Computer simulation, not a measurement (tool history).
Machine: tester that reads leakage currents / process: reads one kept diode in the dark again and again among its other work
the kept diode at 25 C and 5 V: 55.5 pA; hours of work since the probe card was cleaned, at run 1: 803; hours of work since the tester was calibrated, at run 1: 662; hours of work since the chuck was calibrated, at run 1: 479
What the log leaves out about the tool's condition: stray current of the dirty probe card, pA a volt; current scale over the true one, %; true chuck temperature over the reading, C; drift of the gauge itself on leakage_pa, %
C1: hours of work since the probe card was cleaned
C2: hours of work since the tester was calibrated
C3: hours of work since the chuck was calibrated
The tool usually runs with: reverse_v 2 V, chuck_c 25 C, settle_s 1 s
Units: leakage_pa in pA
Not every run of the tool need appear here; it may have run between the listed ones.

{"run": 1, "hour": 0.0, "reverse_v": 2, "chuck_c": 25, "settle_s": 1, "C1": 803, "C2": 662, "C3": 479, "leakage_pa": 36.3}
{"run": 2, "hour": 15.6, "reverse_v": 2, "chuck_c": 25, "settle_s": 1, "C1": 813, "C2": 671, "C3": 489, "leakage_pa": 36.17}
{"run": 3, "hour": 49.6, "reverse_v": 2, "chuck_c": 28, "settle_s": 1, "C1": 833, "C2": 691, "C3": 509, "leakage_pa": 47.78}
{"run": 4, "hour": 70.8, "reverse_v": 2, "chuck_c": 25, "settle_s": 1, "C1": 845, "C2": 703, "C3": 521, "leakage_pa": 36.13}
{"run": 5, "hour": 85.9, "reverse_v": 2, "chuck_c": 25, "settle_s": 1, "C1": 854, "C2": 712, "C3": 530, "leakage_pa": 36.17}
{"run": 6, "hour": 109.2, "reverse_v": 2, "chuck_c": 25, "settle_s": 1, "C1": 868, "C2": 726, "C3": 544, "leakage_pa": 36.19}
{"run": 7, "hour": 125.9, "reverse_v": 2, "chuck_c": 25, "settle_s": 1, "C1": 878, "C2": 736, "C3": 554, "leakage_pa": 35.98}
{"run": 8, "hour": 152.0, "reverse_v": 18.97, "chuck_c": 25, "settle_s": 1, "C1": 893, "C2": 751, "C3": 569, "leakage_pa": 108.71}
{"run": 9, "hour": 167.4, "reverse_v": 2, "chuck_c": 25, "settle_s": 1, "C1": 902, "C2": 760, "C3": 578, "leakage_pa": 36.18}
{"run": 10, "hour": 196.7, "reverse_v": 2, "chuck_c": 25, "settle_s": 1, "C1": 919, "C2": 777, "C3": 595, "leakage_pa": 36.1}
{"run": 11, "hour": 220.5, "reverse_v": 2, "chuck_c": 25, "settle_s": 1, "C1": 933, "C2": 791, "C3": 609, "leakage_pa": 35.99}
{"run": 12, "hour": 255.5, "reverse_v": 1.99, "chuck_c": 25, "settle_s": 1, "C1": 954, "C2": 812, "C3": 630, "leakage_pa": 36.13}
{"run": 13, "hour": 279.3, "reverse_v": 1.99, "chuck_c": 25, "settle_s": 1, "C1": 968, "C2": 826, "C3": 644, "leakage_pa": 36.16}
{"run": 14, "hour": 302.9, "reverse_v": 1.99, "chuck_c": 25, "settle_s": 1, "C1": 982, "C2": 840, "C3": 658, "leakage_pa": 36.07}
{"run": 15, "hour": 323.4, "reverse_v": 9.24, "chuck_c": 25, "settle_s": 1, "C1": 994, "C2": 852, "C3": 670, "leakage_pa": 76.4}
{"run": 16, "hour": 345.9, "reverse_v": 12.6, "chuck_c": 38, "settle_s": 3.29, "C1": 1007, "C2": 865, "C3": 683, "leakage_pa": 278.99}
{"run": 17, "hour": 378.4, "reverse_v": 7.65, "chuck_c": 43, "settle_s": 5.71, "C1": 1026, "C2": 884, "C3": 702, "leakage_pa": 333.96}
{"run": 18, "hour": 410.0, "reverse_v": 1.5, "chuck_c": 54, "settle_s": 0.33, "C1": 1045, "C2": 903, "C3": 721, "leakage_pa": 372.38}
{"run": 19, "hour": 435.4, "reverse_v": 1.5, "chuck_c": 57, "settle_s": 2.74, "C1": 1060, "C2": 918, "C3": 736, "leakage_pa": 468.17}
{"run": 20, "hour": 451.1, "reverse_v": 1.5, "chuck_c": 57, "settle_s": 2.74, "C1": 1069, "C2": 927, "C3": 745, "leakage_pa": 469.92}
{"hour": 457.5, "done": "probe card cleaned and baked"}
{"run": 21, "hour": 486.3, "reverse_v": 12.19, "chuck_c": 25, "settle_s": 9.05, "C1": 17, "C2": 946, "C3": 764, "leakage_pa": 85.55}
{"run": 22, "hour": 514.8, "reverse_v": 2.93, "chuck_c": 25, "settle_s": 0.96, "C1": 34, "C2": 963, "C3": 781, "leakage_pa": 43.68}
{"run": 23, "hour": 538.5, "reverse_v": 2.93, "chuck_c": 32, "settle_s": 2.5, "C1": 48, "C2": 977, "C3": 795, "leakage_pa": 81.66}
{"run": 24, "hour": 571.3, "reverse_v": 17.21, "chuck_c": 46, "settle_s": 1, "C1": 67, "C2": 996, "C3": 814, "leakage_pa": 640.74}
{"run": 25, "hour": 589.0, "reverse_v": 17.21, "chuck_c": 46, "settle_s": 1, "C1": 77, "C2": 1007, "C3": 824, "leakage_pa": 636.52}
{"run": 26, "hour": 604.4, "reverse_v": 2, "chuck_c": 35, "settle_s": 1, "C1": 86, "C2": 1016, "C3": 833, "leakage_pa": 89.17}
{"run": 27, "hour": 622.6, "reverse_v": 4.06, "chuck_c": 45, "settle_s": 8.99, "C1": 97, "C2": 1026, "C3": 844, "leakage_pa": 292.55}
{"run": 28, "hour": 655.5, "reverse_v": 2, "chuck_c": 25, "settle_s": 0.8, "C1": 117, "C2": 1046, "C3": 864, "leakage_pa": 35.87}

4 ways to go on from here, each from the tool as it stands after run 28. What would each give?
{"run": "A", "hour": 690.2, "reverse_v": 2, "chuck_c": 21, "settle_s": 3.22, "C1": 137, "C2": 1066, "C3": 884, "leakage_pa": "?"}
{"run": "B", "hour": 690.2, "reverse_v": 1.7, "chuck_c": 25, "settle_s": 0.8, "C1": 137, "C2": 1066, "C3": 884, "leakage_pa": "?"}
{"run": "C", "hour": 690.2, "reverse_v": 13.47, "chuck_c": 25, "settle_s": 1, "C1": 137, "C2": 1066, "C3": 884, "leakage_pa": "?"}
{"run": "D", "hour": 690.2, "reverse_v": 15.95, "chuck_c": 21, "settle_s": 0.8, "C1": 137, "C2": 1066, "C3": 884, "leakage_pa": "?"}

run=A leakage_pa=24.79
run=B leakage_pa=33.5
run=C leakage_pa=91.47
run=D leakage_pa=70.19
Had the tool no hidden state, the same runs would have come out as:
run=A leakage_pa=24.78
run=B leakage_pa=33.49
run=C leakage_pa=91.43
run=D leakage_pa=70.15
